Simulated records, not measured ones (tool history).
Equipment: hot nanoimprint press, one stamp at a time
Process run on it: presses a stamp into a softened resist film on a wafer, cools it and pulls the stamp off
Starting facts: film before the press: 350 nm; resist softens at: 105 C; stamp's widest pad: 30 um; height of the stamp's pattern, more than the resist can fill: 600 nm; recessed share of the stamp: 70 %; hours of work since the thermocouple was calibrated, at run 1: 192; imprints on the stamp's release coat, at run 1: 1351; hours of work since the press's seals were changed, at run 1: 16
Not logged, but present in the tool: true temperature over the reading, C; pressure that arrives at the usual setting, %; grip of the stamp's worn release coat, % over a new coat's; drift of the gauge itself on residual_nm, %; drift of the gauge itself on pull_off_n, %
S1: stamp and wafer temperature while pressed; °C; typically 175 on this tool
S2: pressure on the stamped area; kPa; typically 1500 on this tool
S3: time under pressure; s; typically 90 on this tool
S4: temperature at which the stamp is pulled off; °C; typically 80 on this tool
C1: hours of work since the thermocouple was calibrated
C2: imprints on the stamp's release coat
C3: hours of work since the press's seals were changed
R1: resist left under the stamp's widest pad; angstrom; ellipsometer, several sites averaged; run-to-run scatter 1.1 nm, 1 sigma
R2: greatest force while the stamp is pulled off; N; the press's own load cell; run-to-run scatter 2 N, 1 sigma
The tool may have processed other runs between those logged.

{"run": 1, "hour": 0.0, "S1": 175, "S2": 1500, "S3": 90, "S4": 80, "C1": 192, "C2": 1351, "C3": 16, "R1": 1492, "R2": 257}
{"run": 2, "hour": 18.0, "S1": 175, "S2": 1500, "S3": 90, "S4": 80, "C1": 204, "C2": 1405, "C3": 28, "R1": 1492, "R2": 256}
{"run": 3, "hour": 44.2, "S1": 175, "S2": 1500, "S3": 90, "S4": 80, "C1": 222, "C2": 1485, "C3": 46, "R1": 1480, "R2": 264}
{"hour": 69.5, "done": "stamp cleaned and given a new release coat"}
{"run": 4, "hour": 70.5, "S1": 175, "S2": 1500, "S3": 90, "S4": 80, "C1": 236, "C2": 3, "C3": 60, "R1": 1472, "R2": 230}
{"run": 5, "hour": 91.3, "S1": 175, "S2": 1500, "S3": 90, "S4": 80, "C1": 251, "C2": 66, "C3": 75, "R1": 1487, "R2": 234}
{"run": 6, "hour": 108.2, "S1": 175, "S2": 1500, "S3": 90, "S4": 80, "C1": 262, "C2": 117, "C3": 86, "R1": 1485, "R2": 233}
{"run": 7, "hour": 137.6, "S1": 175, "S2": 1500, "S3": 90, "S4": 80, "C1": 282, "C2": 206, "C3": 106, "R1": 1473, "R2": 230}
{"run": 8, "hour": 162.8, "S1": 175, "S2": 1500, "S3": 90, "S4": 80, "C1": 300, "C2": 282, "C3": 124, "R1": 1450, "R2": 234}
{"run": 9, "hour": 194.3, "S1": 175, "S2": 1500, "S3": 90, "S4": 80, "C1": 321, "C2": 377, "C3": 145, "R1": 1466, "R2": 244}
{"hour": 200.2, "done": "plate thermocouple calibrated"}
{"run": 10, "hour": 213.7, "S1": 175, "S2": 1500, "S3": 90, "S4": 80, "C1": 9, "C2": 427, "C3": 157, "R1": 1441, "R2": 240}
{"run": 11, "hour": 230.8, "S1": 175, "S2": 1500, "S3": 134, "S4": 80, "C1": 21, "C2": 479, "C3": 168, "R1": 1206, "R2": 243}
{"run": 12, "hour": 252.3, "S1": 175, "S2": 1500, "S3": 171, "S4": 80, "C1": 36, "C2": 543, "C3": 183, "R1": 1114, "R2": 239}
{"run": 13, "hour": 273.8, "S1": 175, "S2": 1500, "S3": 171, "S4": 80, "C1": 51, "C2": 609, "C3": 198, "R1": 1109, "R2": 239}
{"run": 14, "hour": 291.3, "S1": 175, "S2": 1500, "S3": 90, "S4": 80, "C1": 63, "C2": 661, "C3": 210, "R1": 1444, "R2": 241}
{"run": 15, "hour": 316.0, "S1": 175, "S2": 1500, "S3": 82, "S4": 80, "C1": 80, "C2": 736, "C3": 227, "R1": 1490, "R2": 241}

Run 16 is up next; what results do you expect?
{"run": 16, "hour": 332.3, "S1": 175, "S2": 1500, "S3": 82, "S4": 80, "C1": 91, "C2": 785, "C3": 238, "R1": "?", "R2": "?"}

R1: 1475 angstrom
R2: 242 N
On a tool with no hidden condition, and with the same random variation, this run would have come out at R1 1602 angstrom, R2 236 N.
